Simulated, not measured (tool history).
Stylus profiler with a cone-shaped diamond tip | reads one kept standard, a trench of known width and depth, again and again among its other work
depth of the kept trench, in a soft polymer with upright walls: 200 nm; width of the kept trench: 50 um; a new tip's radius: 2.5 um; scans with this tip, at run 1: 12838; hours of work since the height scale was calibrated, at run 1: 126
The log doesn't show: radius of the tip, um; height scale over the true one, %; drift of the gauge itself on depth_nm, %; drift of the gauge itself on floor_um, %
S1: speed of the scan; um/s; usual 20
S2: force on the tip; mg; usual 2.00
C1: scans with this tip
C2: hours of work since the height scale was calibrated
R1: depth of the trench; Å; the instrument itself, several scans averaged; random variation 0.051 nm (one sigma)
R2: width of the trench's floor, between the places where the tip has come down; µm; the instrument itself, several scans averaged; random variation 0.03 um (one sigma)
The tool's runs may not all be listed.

| run | hour | S1 | S2 | C1 | C2 | R1 | R2 |
|---|---|---|---|---|---|---|---|
| 1 | 0.0 | 20 | 2.00 | 12838 | 126 | 2018.6 | 47.52 |
| 2 | 35.2 | 15 | 2.00 | 13103 | 150 | 2020.0 | 47.50 |
| 3 | 72.1 | 20 | 2.00 | 13382 | 175 | 2019.4 | 47.46 |
| 4 | 121.0 | 20 | 2.00 | 13751 | 209 | 2019.5 | 47.47 |
| 5 | 166.6 | 20 | 2.00 | 14095 | 240 | 2019.8 | 47.47 |
| 6 | 209.3 | 20 | 2.00 | 14417 | 269 | 2020.0 | 47.45 |
| 7 | 243.2 | 20 | 2.00 | 14673 | 292 | 2020.3 | 47.44 |
| 8 | 266.6 | 20 | 2.00 | 14849 | 308 | 2020.9 | 47.42 |
|  | 270.9 | height scale calibrated on a step standard |
| 9 | 306.3 | 11 | 5.76 | 15145 | 24 | 2040.5 | 47.43 |
| 10 | 334.3 | 15 | 1.16 | 15356 | 43 | 2015.2 | 47.39 |
|  | 378.3 | height scale calibrated on a step standard, once more |
| 11 | 382.0 | 47 | 2.00 | 15713 | 3 | 2020.0 | 47.32 |
| 12 | 417.0 | 7 | 1.43 | 15976 | 27 | 2015.5 | 47.42 |
| 13 | 462.5 | 7 | 1.43 | 16320 | 58 | 2016.1 | 47.42 |
| 14 | 492.6 | 22 | 1.90 | 16547 | 78 | 2018.5 | 47.40 |
| 15 | 531.6 | 17 | 5.39 | 16841 | 105 | 2037.4 | 47.37 |
| 16 | 562.4 | 8 | 2.50 | 17073 | 126 | 2022.4 | 47.37 |

How the hidden state differs across the entries between the runs, from the last listed run before each to the first after it:
Between runs 8 and 9: height scale calibrated on a step standard (hour 270.9)
  radius of the tip, um: 4.11 -> 4.14; height scale over the true one, %: 0.043 -> 0.066
  measured less the result without the state, R1: +0.8 -> +1.3 Å; R2: -0.57 -> -0.58 µm
Between runs 10 and 11: height scale calibrated on a step standard, once more (hour 378.3)
  radius of the tip, um: 4.16 -> 4.2; height scale over the true one, %: 0.071 -> -0.03
  measured less the result without the state, R1: +1.4 -> -0.6 Å; R2: -0.59 -> -0.60 µm
